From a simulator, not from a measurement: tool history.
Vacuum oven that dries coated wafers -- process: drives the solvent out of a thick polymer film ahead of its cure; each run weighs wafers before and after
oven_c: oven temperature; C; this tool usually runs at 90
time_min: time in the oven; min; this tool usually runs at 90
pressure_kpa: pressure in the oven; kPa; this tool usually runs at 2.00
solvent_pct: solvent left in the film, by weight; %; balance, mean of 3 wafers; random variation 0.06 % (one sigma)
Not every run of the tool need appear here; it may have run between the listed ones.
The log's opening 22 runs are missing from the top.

run	hour	oven_c	time_min	pressure_kpa	solvent_pct
23	252.2	97	90	2.00	2.34
24	258.5	97	90	2.00	2.42
25	271.6	97	90	2.00	2.37
26	281.2	97	90	2.00	2.50
27	289.4	102	107	4.69	2.94
28	299.4	102	107	4.69	3.11
29	307.3	102	130	1.21	0.89
30	321.2	102	130	5.49	3.33
# hour 324.4: oven's thermocouples calibrated
31	334.7	80	130	4.37	7.42
32	349.0	85	72	1.26	5.56
33	357.9	85	72	1.26	5.50
34	373.0	78	72	3.55	9.69
35	388.6	78	72	3.55	10.15
36	402.1	100	55	5.54	4.67
37	411.9	100	55	5.54	4.64
38	421.8	85	55	5.54	9.86
39	429.8	87	90	2.00	4.40
40	439.2	104	126	1.42	0.88
41	450.4	104	82	1.65	1.18
42	463.6	75	144	6.08	11.42
43	472.5	75	144	6.08	11.32
44	480.8	93	51	1.85	4.95
45	493.3	93	51	1.85	4.92

Below are 5 alternative next runs, each starting from the tool's condition after run 45. Predict each:
A	500.1	90	48	2.00	?
B	500.1	104	64	1.23	?
C	500.1	103	107	7.47	?
D	500.1	83	140	3.36	?
E	500.1	75	50	4.65	?

run	solvent_pct
A	6.39
B	1.21
C	4.13
D	5.27
E	13.20
What these runs would have given with no unlogged condition in the tool:
run	solvent_pct
A	6.18
B	1.08
C	3.98
D	4.99
E	12.96

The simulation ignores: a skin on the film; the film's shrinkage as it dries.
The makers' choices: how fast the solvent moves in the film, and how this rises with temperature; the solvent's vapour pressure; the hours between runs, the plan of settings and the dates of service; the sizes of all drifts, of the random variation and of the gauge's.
